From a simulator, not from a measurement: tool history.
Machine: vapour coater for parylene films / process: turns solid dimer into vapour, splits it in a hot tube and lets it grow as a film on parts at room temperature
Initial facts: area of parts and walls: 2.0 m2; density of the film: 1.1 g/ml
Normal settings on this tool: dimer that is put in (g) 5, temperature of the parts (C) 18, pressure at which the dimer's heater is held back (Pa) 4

run,day,dimer that is put in (g),temperature of the parts (C),pressure at which the dimer's heater is held back (Pa),thickness of the film (nm)
1,0,5,18,4,1630
2,1.096,5,18,4,1627
3,2.671,5,18,4,1616
4,4.012,5,18,4,1634
5,4.862,5,18,4,1619
6,5.912,5,28,4,1234
7,7.212,5,28,4,1248
8,8.879,5,18,4,1610
# day 9.467: trap's valve overhauled
9,10.25,5,18,4,1719
10,11.508,5,18,4,1706
11,12.271,5,18,4,1710
12,13.292,5,19,4,1651
13,14.317,5,19,4,1662
14,15.421,5,19,4,1654
15,16.138,6,18,4,2015
16,17.254,6,18,4,2035
17,18.917,6,18,4,2027
18,20.325,5,20,4,1588
19,21.762,5,18,4,1673
20,22.992,5,18,4,1663
# day 23.167: table's thermometer calibrated
21,24.438,5,18,4,1689
22,25.279,5,18,4,1675
# day 26.092: table's thermometer calibrated, once more
23,27.012,5,18,4,1619
24,28.708,5,18,4,1623
25,29.796,5,18,2.21,1726
26,30.7,5,18,2.21,1718
27,31.833,5,18,2.21,1713
28,33.15,6,27,8.3,1430
29,34.025,4,25,3.75,1064
30,35.321,3,13,10.37,1000
31,36.45,3,13,10.37,997
32,37.462,3,13,10.37,1002
33,38.862,5,24,2.52,1436
34,39.758,2,27,2.28,520
35,41.267,5,18,2.63,1659
36,42.025,4,15,2.63,1416
37,42.933,6,18,8.45,1776
# day 43.25: trap's valve overhauled
38,43.975,8,11,5.85,3120
39,44.671,5,11,5.85,1941
40,45.833,5,17,7.57,1627
41,46.642,5,17,7.57,1618
42,47.45,5,17,7.57,1626
43,48.542,3,11,5.57,1174
44,49.504,6,16,2.19,2224
45,50.65,8,16,4,2790
46,51.942,5,28,3.33,1299
47,53.596,5,18,3.8,1673
48,54.329,7,26,4,1884

Predict each of these 3 candidate next runs independently; none follows another, all start after run 48:
A,56.004,3,12,4.59,?
B,56.004,5,26,3.18,?
C,56.004,5,25,4,?

run,thickness of the film (nm)
A,1146
B,1372
C,1360
Take away the tool's hidden state, keep each run's random variation, and the runs would have read:
run,thickness of the film (nm)
A,1163
B,1391
C,1379
